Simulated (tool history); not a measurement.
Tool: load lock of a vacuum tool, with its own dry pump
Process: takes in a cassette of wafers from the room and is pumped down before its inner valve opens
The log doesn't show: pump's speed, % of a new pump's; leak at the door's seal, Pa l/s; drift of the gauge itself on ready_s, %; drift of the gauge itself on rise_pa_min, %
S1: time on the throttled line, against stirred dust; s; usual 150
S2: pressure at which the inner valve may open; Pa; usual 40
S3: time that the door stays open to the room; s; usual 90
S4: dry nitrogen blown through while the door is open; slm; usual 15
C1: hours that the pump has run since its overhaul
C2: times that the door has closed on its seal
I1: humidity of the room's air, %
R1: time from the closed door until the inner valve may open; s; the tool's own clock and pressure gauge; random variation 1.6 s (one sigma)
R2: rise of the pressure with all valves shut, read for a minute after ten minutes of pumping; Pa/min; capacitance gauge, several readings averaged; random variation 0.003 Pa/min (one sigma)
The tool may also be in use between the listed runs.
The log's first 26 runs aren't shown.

Run 27, hour 2028.7: usual settings but S1 196 s, S2 38 Pa, S3 30 s, S4 24 slm; C1 2957; C2 11724; I1 43.3. Result: R1 306.3 s, R2 0.037 Pa/min.
Run 28, hour 2092.6: usual settings but S1 196 s, S2 38 Pa, S3 30 s, S4 24 slm; C1 3021; C2 11922; I1 44.0. Result: R1 304.8 s, R2 0.040 Pa/min.
Run 29, hour 2166.7: usual settings but S1 196 s, S2 38 Pa, S3 30 s, S4 24 slm; C1 3095; C2 12150; I1 43.5. Result: R1 304.1 s, R2 0.040 Pa/min.
Run 30, hour 2252.2: usual settings but S1 243 s; C1 3180; C2 12414; I1 44.1. Result: R1 340.1 s, R2 0.059 Pa/min.
Run 31, hour 2334.4: usual settings but S4 21 slm; C1 3263; C2 12668; I1 47.9. Result: R1 268.5 s, R2 0.052 Pa/min.
Run 32, hour 2388.1: usual settings but S4 21 slm; C1 3316; C2 12834; I1 45.5. Result: R1 268.6 s, R2 0.058 Pa/min.
Run 33, hour 2490.3: usual settings but S1 295 s, S2 34 Pa, S3 26 s, S4 12 slm; C1 3418; C2 13149; I1 45.4. Result: R1 383.3 s, R2 0.052 Pa/min.
Run 34, hour 2589.0: usual settings but S1 281 s, S2 44 Pa, S3 61 s, S4 38 slm; C1 3517; C2 13454; I1 47.0. Result: R1 370.5 s, R2 0.045 Pa/min.
Run 35, hour 2667.8: usual settings but S2 43 Pa, S3 129 s; C1 3596; C2 13697; I1 45.1. Result: R1 265.1 s, R2 0.068 Pa/min.
Run 36, hour 2775.3: usual settings but S1 220 s, S2 60 Pa, S3 145 s, S4 10 slm; C1 3703; C2 14029; I1 45.3. Result: R1 310.6 s, R2 0.075 Pa/min.

4 ways to go on from here, each from the tool as it stands after run 36. What would each give?
Run A, hour 2869.2: usual settings but S1 178 s, S2 35 Pa, S3 145 s, S4 10 slm; C1 3797; C2 14319; I1 46.5. Result: R1 ?, R2 ?.
Run B, hour 2869.2: usual settings but S1 271 s, S2 78 Pa, S3 145 s, S4 10 slm; C1 3797; C2 14319; I1 45.1. Result: R1 ?, R2 ?.
Run C, hour 2869.2: usual settings but S1 220 s, S2 60 Pa, S3 187 s, S4 10 slm; C1 3797; C2 14319; I1 44.7. Result: R1 ?, R2 ?.
Run D, hour 2869.2: usual settings but S1 89 s, S3 85 s, S4 9 slm; C1 3797; C2 14319; I1 47.5. Result: R1 ?, R2 ?.

run     R1     R2
  A  294.8  0.070
  B  346.7  0.072
  C  310.2  0.081
  D  222.9  0.074
Without the tool's hidden state the same runs would have given:
run     R1     R2
  A  290.0  0.036
  B  343.6  0.038
  C  306.1  0.046
  D  217.5  0.040

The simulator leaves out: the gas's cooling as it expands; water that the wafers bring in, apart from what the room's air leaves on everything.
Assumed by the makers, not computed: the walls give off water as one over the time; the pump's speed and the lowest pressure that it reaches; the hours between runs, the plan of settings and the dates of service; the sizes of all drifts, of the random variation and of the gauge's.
